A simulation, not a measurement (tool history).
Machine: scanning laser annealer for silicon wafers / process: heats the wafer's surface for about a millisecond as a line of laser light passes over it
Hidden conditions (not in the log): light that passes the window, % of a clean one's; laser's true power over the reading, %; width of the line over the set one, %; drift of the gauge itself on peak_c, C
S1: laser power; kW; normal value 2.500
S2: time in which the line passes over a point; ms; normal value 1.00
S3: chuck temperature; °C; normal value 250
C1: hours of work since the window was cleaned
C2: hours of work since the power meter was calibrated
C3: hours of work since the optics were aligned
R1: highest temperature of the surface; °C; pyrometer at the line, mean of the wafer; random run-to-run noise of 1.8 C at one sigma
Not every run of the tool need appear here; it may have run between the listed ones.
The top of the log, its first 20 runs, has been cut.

run    hour     S1    S2   S3   C1    C2   C3    R1
 21   772.7  2.148  1.00  250  630  1014  525   904
 22   797.8  2.148  1.00  250  640  1024  535   901
 23   834.2  2.208  1.00  256  655  1039  550   933
 24   862.6  2.496  1.00  238  667  1050  562  1030
 25   915.5  2.496  1.00  238  688  1072  584  1033
 26   964.5  2.496  1.00  238  708  1092  604  1033
 27   993.7  2.475  1.00  267  720  1104  616  1058
 28  1017.0  2.475  1.00  267  730  1113  625  1051
 29  1044.6  2.500  1.00  250  741  1125  636  1049
 30  1076.0  2.500  1.00  250  754  1138  649  1046
 31  1132.1  2.720  0.95  210  777  1160  672  1071
 32  1169.4  2.337  1.03  226  792  1176  687   966
     1197.1  -- window over the wafer cleaned
 33  1221.3  2.337  1.23  226   10  1196  708  1037
 34  1260.4  2.500  1.00  220   26  1212  724  1021
 35  1294.3  2.500  1.00  220   40  1226  738  1016
 36  1326.1  2.476  0.94  281   53  1239  751  1043
 37  1353.0  2.476  0.94  224   64  1250  762   988
 38  1398.1  2.476  0.94  224   82  1268  780   986
 39  1455.5  2.500  0.84  250  106  1292  803   979
 40  1504.9  2.239  0.87  267  126  1312  824   912

Here are 3 independent what-if runs from the current tool condition. What would each one return?
  A  1540.5  2.630  0.88  260  140  1327  838   ?
  B  1540.5  2.239  1.24  267  140  1327  838   ?
  C  1540.5  2.258  1.20  234  140  1327  838   ?

run    R1
  A  1060
  B  1038
  C   998
Without the tool's unlogged condition, the same runs would have read:
run    R1
  A  1060
  B  1038
  C   999
